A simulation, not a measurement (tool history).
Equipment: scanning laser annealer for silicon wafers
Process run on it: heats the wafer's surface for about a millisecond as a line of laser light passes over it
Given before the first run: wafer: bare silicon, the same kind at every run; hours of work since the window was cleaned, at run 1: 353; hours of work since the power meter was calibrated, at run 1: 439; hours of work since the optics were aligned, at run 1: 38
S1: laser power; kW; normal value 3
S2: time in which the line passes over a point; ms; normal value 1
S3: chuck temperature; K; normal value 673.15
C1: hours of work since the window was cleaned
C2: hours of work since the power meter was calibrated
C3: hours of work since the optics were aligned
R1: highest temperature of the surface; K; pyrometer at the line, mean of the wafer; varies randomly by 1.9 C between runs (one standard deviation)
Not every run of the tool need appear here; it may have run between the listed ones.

run	day	S1	S2	S3	C1	C2	C3	R1
1	0	3	1	673.15	353	439	38	1447.15
2	0.421	2.953	1	673.15	360	446	45	1435.15
3	0.896	2.953	1	673.15	367	454	53	1436.15
4	1.738	2.953	1	673.15	381	468	66	1435.15
5	2.246	3	1	673.15	389	476	75	1446.15
6	2.992	3	1	673.15	402	488	87	1446.15
7	3.704	3	1	673.15	413	500	99	1444.15
8	4.379	3.013	1	673.15	424	511	110	1442.15
9	5.254	3	1	708.15	439	525	124	1480.15
10	5.9	3	1	673.15	449	536	134	1439.15
11	6.717	3	1	673.15	462	549	148	1440.15
12	7.379	3	1	673.15	473	560	159	1441.15
13	7.883	3	1	673.15	482	568	167	1440.15
14	8.321	3	1	673.15	489	575	174	1439.15
15	8.771	3	1	673.15	496	583	181	1441.15
16	9.25	3	1	673.15	504	590	189	1441.15
17	9.908	3	1	706.15	515	601	200	1470.15
18	10.542	2.921	1	673.15	525	611	210	1412.15
19	11	2.921	1	673.15	532	619	218	1412.15
20	11.383	3.153	1	673.15	539	625	224	1483.15
21	11.95	3.153	1	673.15	548	634	233	1481.15
22	12.483	3.153	1	673.15	557	643	242	1481.15
23	13.096	2.73	0.9	673.15	567	653	252	1321.15
24	13.888	3	1	633.15	580	666	265	1393.15
25	14.738	3	1	633.15	594	680	279	1390.15
26	15.121	3	1	633.15	600	686	285	1390.15
27	15.554	3	1	633.15	607	693	292	1391.15
28	16.025	2.862	1.08	633.15	615	701	300	1375.15
29	16.629	2.77	0.85	673.15	624	711	310	1313.15
30	17.008	3	1	689.15	631	717	316	1446.15
31	17.592	2.577	0.95	643.15	640	727	325	1263.15
32	18.117	2.576	0.72	683.15	649	735	334	1233.15
33	18.762	3	0.91	671.15	659	746	344	1393.15
34	19.15	3	0.91	671.15	666	752	351	1395.15
35	19.925	3	0.91	671.15	678	765	363	1397.15
36	20.517	3	0.91	671.15	688	774	373	1394.15
37	20.888	3.132	0.91	671.15	694	780	379	1432.15
38	21.596	3.182	0.77	658.15	706	792	391	1374.15
39	22.171	3.182	0.77	658.15	715	801	400	1378.15
40	22.85	3.182	0.77	658.15	726	812	411	1377.15

Alternative continuations, all from the tool just after run 40; predict every row:
A	23.312	2.836	0.91	647.15	734	820	419	?
B	23.312	3.276	0.76	673.15	734	820	419	?
C	23.312	3.113	1.16	692.15	734	820	419	?

run	R1
A	1322.15
B	1416.15
C	1532.15
With the hidden condition removed and each run's random variation left untouched, the same runs would have given:
run	R1
A	1361.15
B	1459.15
C	1580.15
